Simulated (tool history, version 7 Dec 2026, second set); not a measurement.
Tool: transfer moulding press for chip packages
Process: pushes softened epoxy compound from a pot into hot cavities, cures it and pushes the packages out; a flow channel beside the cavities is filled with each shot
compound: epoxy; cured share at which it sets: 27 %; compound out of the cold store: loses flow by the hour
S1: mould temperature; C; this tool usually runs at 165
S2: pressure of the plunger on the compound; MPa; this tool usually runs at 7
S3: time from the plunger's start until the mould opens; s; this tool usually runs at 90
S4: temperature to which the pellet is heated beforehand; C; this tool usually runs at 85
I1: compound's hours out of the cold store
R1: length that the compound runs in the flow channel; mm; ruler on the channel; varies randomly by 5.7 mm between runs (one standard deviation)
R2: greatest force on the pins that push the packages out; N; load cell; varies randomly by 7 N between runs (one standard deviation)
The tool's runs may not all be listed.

| run | hour | S1 | S2 | S3 | S4 | I1 | R1 | R2 |
|---|---|---|---|---|---|---|---|---|
| 1 | 0 | 165 | 7 | 90 | 85 | 16.5 | 821 | 292 |
| 2 | 42.5 | 165 | 7 | 90 | 85 | 40.1 | 726 | 282 |
|  | 84.3 | cavities cleaned with cleaning compound and waxed |
| 3 | 87.9 | 165 | 7 | 90 | 85 | 43.7 | 721 | 289 |
|  | 97.7 | plunger's sealing rings changed |
|  | 105 | mould's thermocouples calibrated |
| 4 | 143 | 165 | 7 | 90 | 85 | 16.6 | 841 | 300 |
| 5 | 170.4 | 165 | 7 | 90 | 85 | 13.9 | 841 | 305 |
|  | 184 | cavities cleaned with cleaning compound and waxed |
| 6 | 195.4 | 165 | 7 | 90 | 85 | 10.2 | 864 | 305 |
| 7 | 236.5 | 165 | 7 | 90 | 85 | 24.7 | 795 | 285 |
| 8 | 261.1 | 165 | 7 | 90 | 85 | 31.5 | 763 | 273 |
|  | 279.6 | cavities cleaned with cleaning compound and waxed |
| 9 | 289.2 | 165 | 7 | 90 | 95 | 44.5 | 712 | 266 |
| 10 | 343.7 | 165 | 7 | 90 | 95 | 18.9 | 825 | 288 |
|  | 374 | cavities cleaned with cleaning compound and waxed |
| 11 | 384.9 | 165 | 7 | 90 | 95 | 18 | 817 | 286 |
| 12 | 430 | 171 | 6.28 | 90 | 94 | 19.1 | 760 | 226 |
|  | 468.2 | cavities cleaned with cleaning compound and waxed |
| 13 | 473.1 | 169 | 5.75 | 96 | 94 | 16.9 | 740 | 213 |
| 14 | 509.8 | 160 | 7.77 | 81 | 89 | 9.8 | 924 | 550 |
|  | 557.6 | plunger's sealing rings changed |
| 15 | 560.7 | 160 | 7.77 | 81 | 89 | 9.8 | 921 | 560 |
|  | 566.9 | cavities cleaned with cleaning compound and waxed |
| 16 | 590.5 | 160 | 7.77 | 81 | 89 | 39.5 | 789 | 480 |
| 17 | 625.2 | 165 | 7.03 | 118 | 85 | 31 | 774 | 208 |

Branching from run 17: 5 alternative next runs. What would each branch give?
| A | 656.4 | 165 | 7.03 | 93 | 85 | 43.7 | ? | ? |
| B | 656.4 | 169 | 7 | 90 | 85 | 25.8 | ? | ? |
| C | 656.4 | 165 | 6.69 | 90 | 87 | 15.3 | ? | ? |
| D | 656.4 | 162 | 6.39 | 113 | 85 | 21.3 | ? | ? |
| E | 656.4 | 163 | 7 | 123 | 79 | 33.7 | ? | ? |

| run | R1 | R2 |
|---|---|---|
| A | 734 | 263 |
| B | 792 | 238 |
| C | 823 | 300 |
| D | 784 | 236 |
| E | 763 | 215 |
Had the tool no hidden state, the same runs would have come out as:
| run | R1 | R2 |
|---|---|---|
| A | 734 | 261 |
| B | 792 | 236 |
| C | 823 | 298 |
| D | 784 | 235 |
| E | 763 | 214 |

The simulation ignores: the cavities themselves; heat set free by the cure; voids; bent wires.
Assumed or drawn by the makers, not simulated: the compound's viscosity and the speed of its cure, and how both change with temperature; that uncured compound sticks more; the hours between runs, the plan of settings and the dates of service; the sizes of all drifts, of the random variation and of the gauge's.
